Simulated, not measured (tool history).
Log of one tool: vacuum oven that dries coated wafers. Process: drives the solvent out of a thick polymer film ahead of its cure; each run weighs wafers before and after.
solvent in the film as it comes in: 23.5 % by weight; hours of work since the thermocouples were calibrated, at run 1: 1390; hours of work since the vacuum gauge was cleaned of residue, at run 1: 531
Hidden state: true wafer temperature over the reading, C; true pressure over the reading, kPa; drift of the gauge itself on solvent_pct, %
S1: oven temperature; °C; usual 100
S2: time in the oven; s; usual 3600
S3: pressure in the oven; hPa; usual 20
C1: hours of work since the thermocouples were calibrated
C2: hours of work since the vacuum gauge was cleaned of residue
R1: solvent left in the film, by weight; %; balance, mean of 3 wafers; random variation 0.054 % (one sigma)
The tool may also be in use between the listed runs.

run,day,S1,S2,S3,C1,C2,R1
1,0,100,3600,20,1390,531,5.92
2,1.117,100,3600,20,1402,542,5.84
3,2.412,100,3600,20,1414,555,5.8
4,3.458,100,3600,20,1425,565,5.9
5,5,100,3600,29.9,1440,580,7.44
6,6.092,100,3600,29.9,1451,591,7.42
7,6.858,100,3600,29.9,1459,599,7.51
8,7.971,100,3600,29.9,1470,610,7.44
9,9.388,100,3600,31.1,1484,624,7.67
10,10.396,100,3600,24.7,1494,634,6.65
11,11.517,100,3600,24.7,1505,645,6.74
12,13.1,100,3600,24.7,1521,661,6.73
13,14.575,100,3600,24.7,1535,675,6.75
14,15.683,100,4680,20,1546,686,4.98
15,17.254,100,4680,20,1562,702,4.93
16,18.175,100,3600,20,1571,711,5.92
17,19.467,100,2460,20,1584,724,7.8
18,21.017,100,2460,20,1599,739,7.84
19,21.883,100,3600,20,1608,748,6.04
20,22.883,100,3600,20,1618,758,5.98
21,24.092,100,3600,20,1630,770,6.02
22,25.433,100,3600,20,1643,783,6.07
23,26.842,88,2160,23,1657,797,13.46
# day 26.988: vacuum gauge cleaned of residue and calibrated
24,28.321,88,6420,20,1671,13,7.87
25,30.033,88,6420,20,1688,30,7.93
26,30.854,93,3600,20,1696,38,8.55
27,32.012,109,3600,71.6,1708,50,10.24
# day 32.471: vacuum gauge cleaned of residue and calibrated, once more
28,33.271,109,3600,16.7,1720,8,3.12
29,34.083,101,6060,13.2,1728,16,2.86
# day 35.171: oven's thermocouples calibrated
30,35.796,100,2220,20,6,32,7.58
31,37.217,100,2220,20,20,46,7.67
32,38.058,100,2220,20,29,55,7.68
33,39.617,100,2220,20,44,70,7.79
34,41.225,100,4200,73.9,60,86,13.34
35,42.888,115,3000,67.5,77,103,7.23
36,44.583,98,6000,19.4,93,119,4.24
37,46.279,104,3600,15.6,110,136,3.71
38,46.988,104,3600,15.6,117,143,3.68
39,48.296,100,3600,58.3,130,156,11.07
40,49.617,98,1920,60.3,143,169,14.52
41,50.379,102,2640,20,151,177,6.12
42,51.817,102,2640,20,165,191,6.22
43,52.529,102,2640,16.7,172,198,5.7
44,53.25,102,2640,16.7,180,206,5.71

Some steps in R1 between neighbouring runs. How much of each would the tool show without its hidden state too (settings, what came in, random variation), and how much is left for the hidden state, with any gauge scatter that isn't in both results?
Run 22 -> 23: S1 100 -> 88, S2 3600 -> 2160, S3 20 -> 23. R1 +7.39 %: hidden state +0.14, all else +7.25.
Run 23 -> 24: S2 2160 -> 6420, S3 23 -> 20, vacuum gauge cleaned of residue and calibrated. R1 -5.59 %: hidden state +0.17, all else -5.76.
Run 27 -> 28: S3 71.6 -> 16.7, vacuum gauge cleaned of residue and calibrated, once more. R1 -7.12 %: hidden state -0.56, all else -6.56.
Run 29 -> 30: S1 101 -> 100, S2 6060 -> 2220, S3 13.2 -> 20, oven's thermocouples calibrated. R1 +4.72 %: hidden state -0.35, all else +5.07.
Run 38 -> 39: S1 104 -> 100, S3 15.6 -> 58.3. R1 +7.39 %: hidden state -0.01, all else +7.4.
Run 40 -> 41: S1 98 -> 102, S2 1920 -> 2640, S3 60.3 -> 20. R1 -8.4 %: hidden state +0.01, all else -8.41.

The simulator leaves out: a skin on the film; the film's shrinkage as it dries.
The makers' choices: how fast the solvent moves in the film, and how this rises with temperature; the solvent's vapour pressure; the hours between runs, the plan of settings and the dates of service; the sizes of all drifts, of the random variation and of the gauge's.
